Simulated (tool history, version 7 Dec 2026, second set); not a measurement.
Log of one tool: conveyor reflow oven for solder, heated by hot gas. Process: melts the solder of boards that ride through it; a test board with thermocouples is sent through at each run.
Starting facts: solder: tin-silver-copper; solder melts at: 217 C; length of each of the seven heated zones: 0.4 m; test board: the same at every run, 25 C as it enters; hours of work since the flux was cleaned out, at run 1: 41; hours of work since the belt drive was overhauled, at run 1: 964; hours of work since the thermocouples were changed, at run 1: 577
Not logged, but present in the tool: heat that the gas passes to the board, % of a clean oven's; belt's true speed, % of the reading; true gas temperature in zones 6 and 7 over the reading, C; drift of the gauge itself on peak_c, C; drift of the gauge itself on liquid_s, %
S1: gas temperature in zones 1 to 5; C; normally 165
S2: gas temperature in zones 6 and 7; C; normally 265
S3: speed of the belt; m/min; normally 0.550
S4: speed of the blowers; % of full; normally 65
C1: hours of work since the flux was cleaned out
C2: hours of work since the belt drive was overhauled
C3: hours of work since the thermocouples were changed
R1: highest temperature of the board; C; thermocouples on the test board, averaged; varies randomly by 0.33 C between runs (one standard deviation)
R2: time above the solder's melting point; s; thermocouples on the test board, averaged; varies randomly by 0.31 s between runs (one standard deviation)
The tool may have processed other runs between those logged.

run	hour	S1	S2	S3	S4	C1	C2	C3	R1	R2
1	0.0	165	265	0.550	65	41	964	577	249.4	63.2
2	94.3	165	265	0.550	65	92	1014	628	250.3	62.7
3	180.4	165	265	0.550	65	138	1061	674	250.4	62.7
4	271.6	165	265	0.550	65	187	1110	723	250.2	62.8
5	352.2	165	265	0.550	65	231	1154	767	248.8	62.5
6	426.3	165	265	0.550	65	271	1194	807	249.4	62.8
# hour 498.1: thermocouples of zones 6 and 7 changed
7	501.5	165	265	0.550	64	310	1233	2	251.6	63.8
# hour 550.1: flux residue cleaned out of gas plates and filters
8	571.4	165	265	0.550	64	11	1268	37	252.5	65.5
# hour 580.1: belt drive overhauled, speed set with a stopwatch
9	676.1	165	265	0.517	64	66	52	91	253.0	68.7
10	770.9	165	265	0.517	64	117	103	142	252.6	68.0
11	824.6	165	265	0.517	64	146	132	171	252.5	67.7
12	876.1	165	265	0.517	64	174	160	199	252.3	68.2
13	919.6	161	265	0.550	65	197	183	223	250.0	59.3
14	992.7	161	265	0.550	89	237	223	262	253.2	63.1
15	1088.3	158	265	0.550	89	288	274	314	253.0	61.7
16	1158.7	152	265	0.555	73	326	312	352	249.5	56.4
# hour 1178.3: flux residue cleaned out of gas plates and filters
17	1211.5	165	255	0.550	65	18	338	377	241.8	54.2
18	1276.4	151	255	0.506	65	53	373	412	242.6	55.4
19	1369.8	156	257	0.506	65	103	423	463	244.6	59.7
20	1428.5	165	265	0.655	61	135	455	494	243.5	44.5
21	1518.8	174	271	0.655	61	184	504	543	250.1	54.0
22	1596.8	165	272	0.494	65	226	546	585	259.4	77.6
23	1693.6	161	263	0.494	55	278	598	637	249.1	66.8
# hour 1800.0: flux residue cleaned out of gas plates and filters
24	1800.0	161	263	0.494	55	0	653	692	249.4	67.6
25	1888.6	172	274	0.579	60	48	700	740	256.8	66.5
26	1969.0	172	274	0.579	60	91	744	783	256.8	66.2
27	2035.6	172	274	0.579	60	127	780	819	257.4	65.8
# hour 2086.5: thermocouples of zones 6 and 7 changed
28	2100.2	175	271	0.516	61	161	813	7	259.0	78.9
29	2196.3	179	265	0.550	81	213	865	59	254.4	72.7
30	2296.3	179	265	0.550	57	267	919	113	251.4	68.4

Predict each of these 4 candidate next runs independently; none follows another, all start after run 30:
A	2370.4	170	267	0.656	65	307	959	153	?	?
B	2370.4	166	254	0.550	52	307	959	153	?	?
C	2370.4	177	275	0.478	57	307	959	153	?	?
D	2370.4	165	264	0.461	65	307	959	153	?	?

run	R1	R2
A	247.4	50.0
B	237.8	49.4
C	263.7	89.9
D	253.5	80.5
With no hidden state in the tool, these same runs would have given:
run	R1	R2
A	248.4	49.7
B	238.7	49.3
C	264.6	88.3
D	254.4	79.4
